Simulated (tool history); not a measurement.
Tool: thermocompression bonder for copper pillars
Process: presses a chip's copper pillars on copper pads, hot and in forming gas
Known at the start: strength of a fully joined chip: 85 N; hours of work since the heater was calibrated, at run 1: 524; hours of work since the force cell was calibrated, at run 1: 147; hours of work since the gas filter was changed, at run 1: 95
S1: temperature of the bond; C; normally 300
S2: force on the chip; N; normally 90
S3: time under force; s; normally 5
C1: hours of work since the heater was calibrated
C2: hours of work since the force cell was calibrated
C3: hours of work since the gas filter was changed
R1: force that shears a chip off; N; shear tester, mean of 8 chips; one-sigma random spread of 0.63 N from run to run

{"run": 1, "hour": 0.0, "S1": 300, "S2": 90, "S3": 5, "C1": 524, "C2": 147, "C3": 95, "R1": 61.5}
{"run": 2, "hour": 6.9, "S1": 300, "S2": 90, "S3": 5, "C1": 529, "C2": 152, "C3": 99, "R1": 61.1}
{"run": 3, "hour": 11.9, "S1": 300, "S2": 90, "S3": 5, "C1": 532, "C2": 156, "C3": 103, "R1": 62.3}
{"hour": 16.0, "done": "forming gas filter changed"}
{"run": 4, "hour": 18.3, "S1": 300, "S2": 90, "S3": 5, "C1": 537, "C2": 160, "C3": 2, "R1": 65.8}
{"run": 5, "hour": 23.9, "S1": 300, "S2": 87, "S3": 5, "C1": 540, "C2": 164, "C3": 5, "R1": 66.1}
{"run": 6, "hour": 29.8, "S1": 300, "S2": 87, "S3": 3, "C1": 544, "C2": 168, "C3": 10, "R1": 58}
{"run": 7, "hour": 39.3, "S1": 300, "S2": 87, "S3": 3, "C1": 551, "C2": 174, "C3": 16, "R1": 58.2}
{"run": 8, "hour": 43.8, "S1": 300, "S2": 90, "S3": 5, "C1": 554, "C2": 177, "C3": 19, "R1": 66.3}
{"run": 9, "hour": 52.6, "S1": 300, "S2": 68, "S3": 5, "C1": 560, "C2": 183, "C3": 25, "R1": 58}
{"run": 10, "hour": 57.5, "S1": 300, "S2": 68, "S3": 5, "C1": 564, "C2": 187, "C3": 29, "R1": 57.8}
{"run": 11, "hour": 66.9, "S1": 300, "S2": 68, "S3": 5, "C1": 570, "C2": 193, "C3": 35, "R1": 58.2}
{"hour": 70.2, "done": "heater calibrated with a thermocouple chip"}
{"run": 12, "hour": 73.4, "S1": 300, "S2": 68, "S3": 5, "C1": 2, "C2": 196, "C3": 38, "R1": 52.6}
{"run": 13, "hour": 82.7, "S1": 300, "S2": 68, "S3": 5, "C1": 9, "C2": 203, "C3": 45, "R1": 52.3}
{"run": 14, "hour": 89.0, "S1": 300, "S2": 68, "S3": 5, "C1": 13, "C2": 207, "C3": 49, "R1": 51.2}
{"run": 15, "hour": 95.0, "S1": 300, "S2": 90, "S3": 12, "C1": 17, "C2": 211, "C3": 53, "R1": 70.1}
{"run": 16, "hour": 104.2, "S1": 300, "S2": 90, "S3": 12, "C1": 23, "C2": 217, "C3": 59, "R1": 69.3}
{"run": 17, "hour": 110.5, "S1": 300, "S2": 90, "S3": 12, "C1": 28, "C2": 222, "C3": 64, "R1": 70.9}
{"run": 18, "hour": 118.9, "S1": 300, "S2": 90, "S3": 12, "C1": 34, "C2": 228, "C3": 70, "R1": 70}
{"run": 19, "hour": 123.3, "S1": 300, "S2": 90, "S3": 12, "C1": 37, "C2": 231, "C3": 73, "R1": 68.7}
{"run": 20, "hour": 131.8, "S1": 300, "S2": 100, "S3": 12, "C1": 42, "C2": 236, "C3": 78, "R1": 71.2}
{"run": 21, "hour": 140.3, "S1": 300, "S2": 63, "S3": 3, "C1": 48, "C2": 242, "C3": 84, "R1": 40.6}
{"run": 22, "hour": 146.5, "S1": 300, "S2": 63, "S3": 3, "C1": 53, "C2": 247, "C3": 89, "R1": 41.4}
{"run": 23, "hour": 154.9, "S1": 300, "S2": 63, "S3": 3, "C1": 58, "C2": 252, "C3": 94, "R1": 40.7}
{"run": 24, "hour": 161.6, "S1": 300, "S2": 63, "S3": 3, "C1": 63, "C2": 257, "C3": 99, "R1": 40.2}
{"hour": 171.4, "done": "forming gas filter changed"}
{"run": 25, "hour": 171.5, "S1": 300, "S2": 90, "S3": 5, "C1": 69, "C2": 264, "C3": 0, "R1": 62.6}
{"run": 26, "hour": 179.9, "S1": 300, "S2": 90, "S3": 5, "C1": 75, "C2": 269, "C3": 6, "R1": 61.7}
{"run": 27, "hour": 184.8, "S1": 276, "S2": 121, "S3": 8, "C1": 79, "C2": 273, "C3": 9, "R1": 64.9}
{"run": 28, "hour": 193.2, "S1": 276, "S2": 121, "S3": 8, "C1": 84, "C2": 278, "C3": 15, "R1": 65.4}
{"run": 29, "hour": 200.8, "S1": 300, "S2": 125, "S3": 5, "C1": 90, "C2": 284, "C3": 20, "R1": 71.4}
{"run": 30, "hour": 206.2, "S1": 289, "S2": 78, "S3": 6, "C1": 93, "C2": 287, "C3": 24, "R1": 54.3}
{"run": 31, "hour": 214.2, "S1": 300, "S2": 109, "S3": 5, "C1": 99, "C2": 293, "C3": 29, "R1": 67.1}
{"run": 32, "hour": 220.2, "S1": 303, "S2": 90, "S3": 3, "C1": 103, "C2": 297, "C3": 34, "R1": 56}
{"run": 33, "hour": 226.8, "S1": 303, "S2": 90, "S3": 3, "C1": 108, "C2": 302, "C3": 38, "R1": 55.7}
{"run": 34, "hour": 234.4, "S1": 303, "S2": 90, "S3": 3, "C1": 113, "C2": 307, "C3": 43, "R1": 55.6}
{"run": 35, "hour": 241.4, "S1": 271, "S2": 61, "S3": 14, "C1": 118, "C2": 312, "C3": 48, "R1": 48.9}
{"run": 36, "hour": 249.7, "S1": 310, "S2": 131, "S3": 7, "C1": 123, "C2": 317, "C3": 54, "R1": 76.6}
{"run": 37, "hour": 256.4, "S1": 300, "S2": 100, "S3": 7, "C1": 128, "C2": 322, "C3": 59, "R1": 66.2}
{"run": 38, "hour": 263.1, "S1": 300, "S2": 100, "S3": 8, "C1": 133, "C2": 327, "C3": 63, "R1": 69.2}
{"run": 39, "hour": 272.3, "S1": 303, "S2": 83, "S3": 5, "C1": 139, "C2": 333, "C3": 69, "R1": 58.7}

Each row is a separate what-if for the run after 39, all from the same tool condition, not one after another. Results?
{"run": "A", "hour": 281.8, "S1": 271, "S2": 103, "S3": 10, "C1": 145, "C2": 340, "C3": 76, "R1": "?"}
{"run": "B", "hour": 281.8, "S1": 303, "S2": 88, "S3": 3, "C1": 145, "C2": 340, "C3": 76, "R1": "?"}
{"run": "C", "hour": 281.8, "S1": 284, "S2": 65, "S3": 5, "C1": 145, "C2": 340, "C3": 76, "R1": "?"}
{"run": "D", "hour": 281.8, "S1": 297, "S2": 62, "S3": 4, "C1": 145, "C2": 340, "C3": 76, "R1": "?"}
{"run": "E", "hour": 281.8, "S1": 276, "S2": 78, "S3": 11, "C1": 145, "C2": 340, "C3": 76, "R1": "?"}

run=A R1=58.9
run=B R1=53.9
run=C R1=41.1
run=D R1=43.4
run=E R1=54.1
The same runs, with their run-to-run variation unchanged, on a tool lacking any hidden condition would have given:
run=A R1=61.8
run=B R1=56.6
run=C R1=42.9
run=D R1=45.4
run=E R1=56.7

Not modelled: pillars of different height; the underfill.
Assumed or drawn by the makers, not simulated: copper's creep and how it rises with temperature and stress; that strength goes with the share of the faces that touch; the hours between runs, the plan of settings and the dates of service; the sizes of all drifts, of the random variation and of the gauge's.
